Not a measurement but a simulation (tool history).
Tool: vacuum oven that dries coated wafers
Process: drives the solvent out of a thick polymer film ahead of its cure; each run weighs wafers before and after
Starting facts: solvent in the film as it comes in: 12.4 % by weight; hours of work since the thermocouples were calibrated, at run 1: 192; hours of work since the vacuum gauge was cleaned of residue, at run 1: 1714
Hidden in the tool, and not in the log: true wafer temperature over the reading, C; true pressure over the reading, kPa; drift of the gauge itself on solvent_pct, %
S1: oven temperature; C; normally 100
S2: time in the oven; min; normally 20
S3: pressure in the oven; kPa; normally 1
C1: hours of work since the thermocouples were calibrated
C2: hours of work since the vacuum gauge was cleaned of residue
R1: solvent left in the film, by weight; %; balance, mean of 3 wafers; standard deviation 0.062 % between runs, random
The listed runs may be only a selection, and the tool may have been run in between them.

run    hour   S1  S2    S3   C1    C2    R1
  1       0  100  20     1  192  1714   3.7
  2    59.2  100  20     1  219  1741  3.69
  3     149  100  20     1  261  1783  3.73
  4     208  100  20     1  289  1810  3.74
  5     273  100  20     1  319  1841  3.71
  6   356.8  100  20     1  358  1880   3.8
  7   420.7   91  20     1  387  1909   5.9
  8   473.9   91  20     1  412  1934  6.01
  9   561.2  100  19     1  453  1975  3.82
 10   608.3  100  19     1  475  1997   3.8
 11   678.3  100  19     1  507  2029  3.83
 12     772  100  19     1  551  2073  3.81
 13   854.4  100  12     1  589  2111   5.1
 14   924.8  100  12     1  622  2144  5.42
      968.4  -- oven's thermocouples calibrated
 15   984.3  100  12     1    7  2171  5.38
 16  1024.7  111  20     1   26  2189  1.73
 17  1091.7  110  26  3.49   57  2220     4
 18  1152.2  112  18  2.08   85  2249  2.58
 19  1216.8   88  29  2.52  116  2279  8.05
 20  1282.9   88  29  2.52  146  2309  7.87
 21  1340.9  105  34  0.86  173  2336  1.52
 22  1394.7  105  34  0.86  198  2361  1.46
     1436.8  -- vacuum gauge cleaned of residue and calibrated
 23  1438.6   88  28  0.79  218     1  5.32
 24    1485   93  15     1  240    22   6.3
 25  1573.1  107  22  0.64  281    63  1.52
 26  1663.8   86  13   2.1  323   106  9.26
 27  1739.1   92  30   2.1  358   141  6.31
 28  1822.8  103  21  3.22  397   180   5.4
 29  1907.7   93  28  2.39  436   219  6.55
 30  1955.8   93  35  1.35  459   241   4.3
 31  2045.9   93  35  1.35  500   283  4.08

Branching from run 31: 5 alternative next runs. What would each branch give?
  A  2120.4  100  18     1  535  318   ?
  B  2120.4  102  20  1.59  535  318   ?
  C  2120.4  113  11  0.68  535  318   ?
  D  2120.4  108  12  1.35  535  318   ?
  E  2120.4  105  20     1  535  318   ?

run    R1
  A  3.98
  B  3.88
  C  2.27
  D  3.75
  E  2.54
Without the tool's unlogged condition, the same runs would have read:
run    R1
  A  3.98
  B  3.88
  C  2.27
  D  3.76
  E  2.54
